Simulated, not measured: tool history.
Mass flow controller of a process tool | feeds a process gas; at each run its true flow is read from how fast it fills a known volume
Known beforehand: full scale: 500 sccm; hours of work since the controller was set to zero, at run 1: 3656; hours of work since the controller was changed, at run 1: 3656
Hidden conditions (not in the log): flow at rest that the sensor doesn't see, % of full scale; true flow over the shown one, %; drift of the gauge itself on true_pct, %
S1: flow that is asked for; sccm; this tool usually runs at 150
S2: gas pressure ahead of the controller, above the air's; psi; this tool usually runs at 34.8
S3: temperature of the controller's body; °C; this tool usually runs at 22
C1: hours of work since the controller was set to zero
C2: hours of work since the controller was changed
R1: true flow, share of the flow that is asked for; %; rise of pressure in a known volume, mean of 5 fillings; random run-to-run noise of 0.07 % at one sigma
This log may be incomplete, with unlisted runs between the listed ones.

| run | hour | S1 | S2 | S3 | C1 | C2 | R1 |
|---|---|---|---|---|---|---|---|
| 1 | 0.0 | 150 | 34.8 | 22 | 3656 | 3656 | 97.58 |
| 2 | 289.3 | 150 | 34.8 | 22 | 3784 | 3784 | 97.62 |
| 3 | 490.8 | 150 | 34.8 | 29 | 3874 | 3874 | 98.32 |
| 4 | 737.6 | 150 | 34.8 | 29 | 3984 | 3984 | 98.40 |
| 5 | 914.5 | 240 | 34.8 | 22 | 4063 | 4063 | 98.32 |
| 6 | 1087.7 | 240 | 34.8 | 22 | 4140 | 4140 | 98.23 |
| 7 | 1382.6 | 240 | 34.8 | 22 | 4271 | 4271 | 98.25 |
| 8 | 1520.7 | 240 | 34.8 | 22 | 4333 | 4333 | 98.29 |
| 9 | 1843.8 | 150 | 34.8 | 22 | 4476 | 4476 | 97.61 |
| 10 | 2059.8 | 150 | 34.8 | 22 | 4573 | 4573 | 97.70 |
| 11 | 2249.4 | 150 | 34.8 | 22 | 4657 | 4657 | 97.57 |
|  | 2349.0 | controller's zero set anew |
| 12 | 2458.0 | 150 | 34.8 | 23 | 49 | 4750 | 97.91 |
| 13 | 2668.8 | 150 | 34.8 | 23 | 142 | 4844 | 97.79 |
| 14 | 2975.2 | 150 | 34.8 | 21 | 279 | 4980 | 97.57 |
| 15 | 3173.0 | 150 | 34.8 | 21 | 367 | 5068 | 97.44 |
| 16 | 3417.5 | 150 | 34.8 | 21 | 476 | 5177 | 97.54 |
| 17 | 3734.3 | 150 | 34.8 | 21 | 617 | 5318 | 97.58 |
| 18 | 3894.8 | 150 | 34.8 | 21 | 688 | 5389 | 97.58 |
| 19 | 4035.4 | 150 | 34.8 | 21 | 751 | 5452 | 97.54 |
| 20 | 4308.3 | 150 | 34.8 | 21 | 872 | 5574 | 97.67 |
| 21 | 4575.0 | 150 | 34.8 | 21 | 991 | 5692 | 97.48 |
| 22 | 4777.3 | 150 | 34.8 | 21 | 1081 | 5782 | 97.43 |
| 23 | 4990.0 | 150 | 34.8 | 21 | 1176 | 5877 | 97.49 |
| 24 | 5255.8 | 150 | 24.8 | 22 | 1294 | 5995 | 97.16 |
| 25 | 5593.1 | 150 | 24.8 | 22 | 1444 | 6146 | 97.20 |
| 26 | 5779.4 | 68 | 26.3 | 22 | 1527 | 6229 | 96.55 |
| 27 | 6029.0 | 68 | 26.3 | 22 | 1639 | 6340 | 96.76 |
| 28 | 6196.4 | 102 | 32.2 | 22 | 1713 | 6414 | 97.16 |
| 29 | 6474.6 | 102 | 32.2 | 22 | 1837 | 6538 | 97.23 |
| 30 | 6767.0 | 161 | 34.8 | 22 | 1967 | 6668 | 97.75 |
| 31 | 7033.0 | 56 | 34.8 | 22 | 2086 | 6787 | 96.96 |
| 32 | 7194.7 | 56 | 34.8 | 22 | 2158 | 6859 | 97.06 |
| 33 | 7441.2 | 376 | 20.6 | 22 | 2267 | 6968 | 98.54 |
| 34 | 7619.6 | 50 | 36.7 | 23 | 2347 | 7048 | 97.13 |
| 35 | 7938.0 | 50 | 36.7 | 23 | 2488 | 7190 | 97.04 |
| 36 | 8266.2 | 50 | 36.7 | 23 | 2635 | 7336 | 97.15 |
| 37 | 8552.6 | 50 | 36.7 | 38 | 2762 | 7463 | 98.87 |
| 38 | 8742.4 | 50 | 36.7 | 38 | 2847 | 7548 | 98.90 |
| 39 | 9055.3 | 323 | 34.8 | 22 | 2986 | 7687 | 98.72 |
| 40 | 9287.9 | 150 | 34.8 | 34 | 3090 | 7791 | 99.00 |
| 41 | 9615.4 | 150 | 25.7 | 27 | 3235 | 7937 | 97.79 |
| 42 | 9923.9 | 150 | 25.7 | 27 | 3373 | 8074 | 97.79 |
| 43 | 10142.4 | 150 | 31.8 | 32 | 3470 | 8171 | 98.75 |
| 44 | 10337.6 | 150 | 31.8 | 32 | 3557 | 8258 | 98.63 |
| 45 | 10555.3 | 150 | 31.8 | 32 | 3654 | 8355 | 98.55 |
| 46 | 10777.7 | 150 | 31.8 | 32 | 3753 | 8454 | 98.65 |
| 47 | 11053.4 | 150 | 31.8 | 32 | 3876 | 8577 | 98.58 |
| 48 | 11257.6 | 150 | 31.8 | 32 | 3967 | 8668 | 98.60 |
| 49 | 11492.5 | 56 | 39.9 | 23 | 4071 | 8772 | 97.35 |

What differs in the tool's unlogged condition from the final listed run ahead of each entry between runs to the first listed run following it?
From run 11 to run 12: controller's zero set anew (hour 2349.0)
  flow at rest that the sensor doesn't see, % of full scale: -0.004 -> 0; true flow over the shown one, %: 0 -> -0.01
